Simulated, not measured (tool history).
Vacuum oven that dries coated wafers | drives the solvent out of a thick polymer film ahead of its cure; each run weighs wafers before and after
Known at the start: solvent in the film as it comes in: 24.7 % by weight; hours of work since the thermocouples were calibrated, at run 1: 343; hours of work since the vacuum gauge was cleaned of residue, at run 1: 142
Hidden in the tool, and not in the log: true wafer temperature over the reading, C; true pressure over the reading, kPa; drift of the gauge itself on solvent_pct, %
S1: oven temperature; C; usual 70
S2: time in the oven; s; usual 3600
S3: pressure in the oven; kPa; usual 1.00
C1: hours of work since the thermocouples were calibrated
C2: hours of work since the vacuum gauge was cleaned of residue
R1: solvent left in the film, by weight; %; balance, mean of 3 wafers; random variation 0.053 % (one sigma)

Run 1, hour 0.0: usual settings; C1 343; C2 142. Result: R1 1.71 %.
Run 2, hour 14.3: usual settings but S3 0.60 kPa; C1 349; C2 148. Result: R1 1.38 %.
Run 3, hour 27.2: usual settings; C1 354; C2 153. Result: R1 1.72 %.
Run 4, hour 39.5: usual settings; C1 359; C2 158. Result: R1 1.78 %.
Run 5, hour 54.0: usual settings; C1 364; C2 163. Result: R1 1.72 %.
Run 6, hour 62.2: usual settings; C1 368; C2 167. Result: R1 1.77 %.
Run 7, hour 74.4: usual settings but S3 0.82 kPa; C1 373; C2 172. Result: R1 1.48 %.
Run 8, hour 83.0: usual settings but S3 0.77 kPa; C1 376; C2 175. Result: R1 1.44 %.
Run 9, hour 94.3: usual settings but S3 0.77 kPa; C1 381; C2 180. Result: R1 1.49 %.
Run 10, hour 106.2: usual settings but S3 0.77 kPa; C1 385; C2 184. Result: R1 1.47 %.
Run 11, hour 113.2: usual settings; C1 388; C2 187. Result: R1 1.73 %.
Run 12, hour 122.4: usual settings; C1 392; C2 191. Result: R1 1.65 %.
Run 13, hour 136.4: usual settings but S3 1.71 kPa; C1 397; C2 196. Result: R1 2.31 %.
Run 14, hour 149.1: usual settings but S1 67 C, S2 6060 s, S3 1.22 kPa; C1 403; C2 202. Result: R1 1.53 %.
Run 15, hour 160.5: usual settings but S1 67 C, S2 6060 s, S3 1.22 kPa; C1 407; C2 206. Result: R1 1.66 %.
Run 16, hour 166.4: usual settings but S2 4080 s; C1 409; C2 208. Result: R1 1.46 %.
Run 17, hour 178.6: usual settings but S1 73 C, S2 3840 s, S3 1.38 kPa; C1 414; C2 213. Result: R1 1.54 %.
Run 18, hour 185.7: usual settings but S1 59 C, S2 4260 s, S3 1.83 kPa; C1 417; C2 216. Result: R1 4.95 %.
Run 19, hour 199.9: usual settings but S1 60 C, S2 3000 s, S3 3.93 kPa; C1 423; C2 222. Result: R1 9.16 %.
Run 20, hour 211.3: usual settings but S1 60 C, S2 3000 s, S3 3.93 kPa; C1 427; C2 226. Result: R1 9.14 %.
Run 21, hour 219.5: usual settings but S1 83 C, S2 5940 s, S3 1.15 kPa; C1 431; C2 230. Result: R1 0.65 %.
Run 22, hour 227.3: usual settings but S1 65 C, S2 4620 s; C1 434; C2 233. Result: R1 1.89 %.
Run 23, hour 236.8: usual settings but S1 84 C; C1 438; C2 237. Result: R1 0.65 %.

Forecast each of these 4 alternatives for the next run:
Run A, hour 250.4: usual settings but S1 79 C, S2 3780 s; C1 443; C2 242. Result: R1 ?.
Run B, hour 250.4: usual settings but S1 66 C, S3 1.42 kPa; C1 443; C2 242. Result: R1 ?.
Run C, hour 250.4: usual settings but S1 84 C, S2 4980 s, S3 2.71 kPa; C1 443; C2 242. Result: R1 ?.
Run D, hour 250.4: usual settings but S1 84 C, S3 0.93 kPa; C1 443; C2 242. Result: R1 ?.

run    R1
  A  0.84
  B  2.95
  C  1.58
  D  0.61
Without the tool's hidden state the same runs would have given:
run    R1
  A  0.83
  B  2.94
  C  1.58
  D  0.60

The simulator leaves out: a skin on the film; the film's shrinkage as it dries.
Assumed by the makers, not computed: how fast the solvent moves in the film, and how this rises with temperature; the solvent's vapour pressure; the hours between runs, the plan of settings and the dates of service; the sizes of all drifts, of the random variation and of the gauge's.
